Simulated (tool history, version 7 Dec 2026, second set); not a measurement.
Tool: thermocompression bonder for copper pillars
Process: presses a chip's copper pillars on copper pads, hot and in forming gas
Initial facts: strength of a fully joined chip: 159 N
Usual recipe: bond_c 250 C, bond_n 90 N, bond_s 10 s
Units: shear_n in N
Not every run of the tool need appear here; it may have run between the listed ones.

{"run": 1, "hour": 0.0, "bond_c": 250, "bond_n": 90, "bond_s": 10, "shear_n": 86.7}
{"run": 2, "hour": 23.0, "bond_c": 242, "bond_n": 90, "bond_s": 10, "shear_n": 78.7}
{"run": 3, "hour": 62.1, "bond_c": 242, "bond_n": 90, "bond_s": 10, "shear_n": 78.6}
{"run": 4, "hour": 107.2, "bond_c": 242, "bond_n": 90, "bond_s": 10, "shear_n": 77.8}
{"run": 5, "hour": 153.2, "bond_c": 221, "bond_n": 90, "bond_s": 10, "shear_n": 58.8}
{"hour": 194.1, "done": "forming gas filter changed"}
{"run": 6, "hour": 194.1, "bond_c": 221, "bond_n": 90, "bond_s": 10, "shear_n": 60.8}
{"run": 7, "hour": 240.2, "bond_c": 221, "bond_n": 90, "bond_s": 23, "shear_n": 81.8}
{"run": 8, "hour": 281.0, "bond_c": 221, "bond_n": 90, "bond_s": 23, "shear_n": 81.7}
{"run": 9, "hour": 302.5, "bond_c": 250, "bond_n": 64, "bond_s": 10, "shear_n": 69.8}
{"run": 10, "hour": 345.8, "bond_c": 250, "bond_n": 90, "bond_s": 27, "shear_n": 115.1}
{"run": 11, "hour": 366.7, "bond_c": 250, "bond_n": 90, "bond_s": 27, "shear_n": 115.1}
{"run": 12, "hour": 387.8, "bond_c": 250, "bond_n": 90, "bond_s": 27, "shear_n": 114.4}
{"run": 13, "hour": 407.0, "bond_c": 278, "bond_n": 90, "bond_s": 27, "shear_n": 136.6}
{"run": 14, "hour": 436.1, "bond_c": 250, "bond_n": 90, "bond_s": 10, "shear_n": 85.9}
{"run": 15, "hour": 469.7, "bond_c": 250, "bond_n": 90, "bond_s": 19, "shear_n": 104.0}
{"run": 16, "hour": 497.3, "bond_c": 250, "bond_n": 90, "bond_s": 19, "shear_n": 103.9}
{"run": 17, "hour": 522.0, "bond_c": 250, "bond_n": 90, "bond_s": 19, "shear_n": 104.9}
{"run": 18, "hour": 550.1, "bond_c": 250, "bond_n": 90, "bond_s": 10, "shear_n": 85.1}
{"run": 19, "hour": 582.7, "bond_c": 250, "bond_n": 88, "bond_s": 10, "shear_n": 83.7}
{"run": 20, "hour": 612.1, "bond_c": 262, "bond_n": 88, "bond_s": 10, "shear_n": 94.3}
{"run": 21, "hour": 657.6, "bond_c": 262, "bond_n": 88, "bond_s": 10, "shear_n": 95.6}
{"hour": 675.0, "done": "forming gas filter changed"}
{"run": 22, "hour": 681.4, "bond_c": 220, "bond_n": 88, "bond_s": 10, "shear_n": 58.8}
{"run": 23, "hour": 728.2, "bond_c": 250, "bond_n": 118, "bond_s": 15, "shear_n": 112.6}
{"run": 24, "hour": 755.5, "bond_c": 245, "bond_n": 116, "bond_s": 15, "shear_n": 107.9}
{"run": 25, "hour": 781.0, "bond_c": 228, "bond_n": 85, "bond_s": 6, "shear_n": 51.7}
{"run": 26, "hour": 815.7, "bond_c": 275, "bond_n": 90, "bond_s": 5, "shear_n": 90.3}
{"run": 27, "hour": 861.3, "bond_c": 275, "bond_n": 90, "bond_s": 5, "shear_n": 90.1}
{"run": 28, "hour": 885.4, "bond_c": 250, "bond_n": 87, "bond_s": 15, "shear_n": 96.4}
{"hour": 891.4, "done": "heater calibrated with a thermocouple chip"}
{"run": 29, "hour": 911.3, "bond_c": 250, "bond_n": 90, "bond_s": 11, "shear_n": 90.1}
{"run": 30, "hour": 955.1, "bond_c": 250, "bond_n": 90, "bond_s": 11, "shear_n": 89.8}
{"hour": 986.7, "done": "heater calibrated with a thermocouple chip, once more"}
{"run": 31, "hour": 1003.4, "bond_c": 257, "bond_n": 132, "bond_s": 26, "shear_n": 133.9}
{"run": 32, "hour": 1022.8, "bond_c": 271, "bond_n": 90, "bond_s": 9, "shear_n": 100.7}
{"run": 33, "hour": 1062.4, "bond_c": 233, "bond_n": 90, "bond_s": 10, "shear_n": 68.7}
{"run": 34, "hour": 1107.6, "bond_c": 233, "bond_n": 90, "bond_s": 10, "shear_n": 68.5}
{"run": 35, "hour": 1140.5, "bond_c": 233, "bond_n": 90, "bond_s": 10, "shear_n": 68.5}
{"hour": 1159.9, "done": "forming gas filter changed"}
{"run": 36, "hour": 1171.6, "bond_c": 250, "bond_n": 92, "bond_s": 16, "shear_n": 101.0}
{"run": 37, "hour": 1211.2, "bond_c": 250, "bond_n": 92, "bond_s": 15, "shear_n": 98.7}
{"run": 38, "hour": 1230.6, "bond_c": 230, "bond_n": 92, "bond_s": 21, "shear_n": 88.4}
{"run": 39, "hour": 1252.7, "bond_c": 224, "bond_n": 116, "bond_s": 10, "shear_n": 73.6}
{"run": 40, "hour": 1273.0, "bond_c": 255, "bond_n": 116, "bond_s": 18, "shear_n": 120.3}

Measured less the same run without the tool's hidden state. The same run-to-run variation is in both; the gauge's scatter may not be:
Hidden state at play: true temperature of the bond over the reading, C; force that reaches the chip, % of what is set; oxide that the forming gas leaves, % of the face; drift of the gauge itself on shear_n, %.
run=1 shear_n=-1.5
run=2 shear_n=-1.5
run=3 shear_n=-1.8
run=4 shear_n=-1.9
run=5 shear_n=-1.6
run=6 shear_n=-0.1
run=7 shear_n=-0.4
run=8 shear_n=-0.6
run=9 shear_n=-0.8
run=10 shear_n=-1.6
run=11 shear_n=-1.7
run=12 shear_n=-1.9
run=13 shear_n=-2.3
run=14 shear_n=-1.7
run=15 shear_n=-2.3
run=16 shear_n=-2.5
run=17 shear_n=-2.7
run=18 shear_n=-2.4
run=19 shear_n=-2.6
run=20 shear_n=-3.2
run=21 shear_n=-3.5
run=22 shear_n=-0.2
run=23 shear_n=-0.8
run=24 shear_n=-0.9
run=25 shear_n=-0.5
run=26 shear_n=-1.4
run=27 shear_n=-1.7
run=28 shear_n=-1.7
run=29 shear_n=-0.8
run=30 shear_n=-1.0
run=31 shear_n=-4.0
run=32 shear_n=-4.0
run=33 shear_n=-3.1
run=34 shear_n=-3.4
run=35 shear_n=-3.5
run=36 shear_n=-1.7
run=37 shear_n=-2.0
run=38 shear_n=-1.8
run=39 shear_n=-1.7
run=40 shear_n=-2.4

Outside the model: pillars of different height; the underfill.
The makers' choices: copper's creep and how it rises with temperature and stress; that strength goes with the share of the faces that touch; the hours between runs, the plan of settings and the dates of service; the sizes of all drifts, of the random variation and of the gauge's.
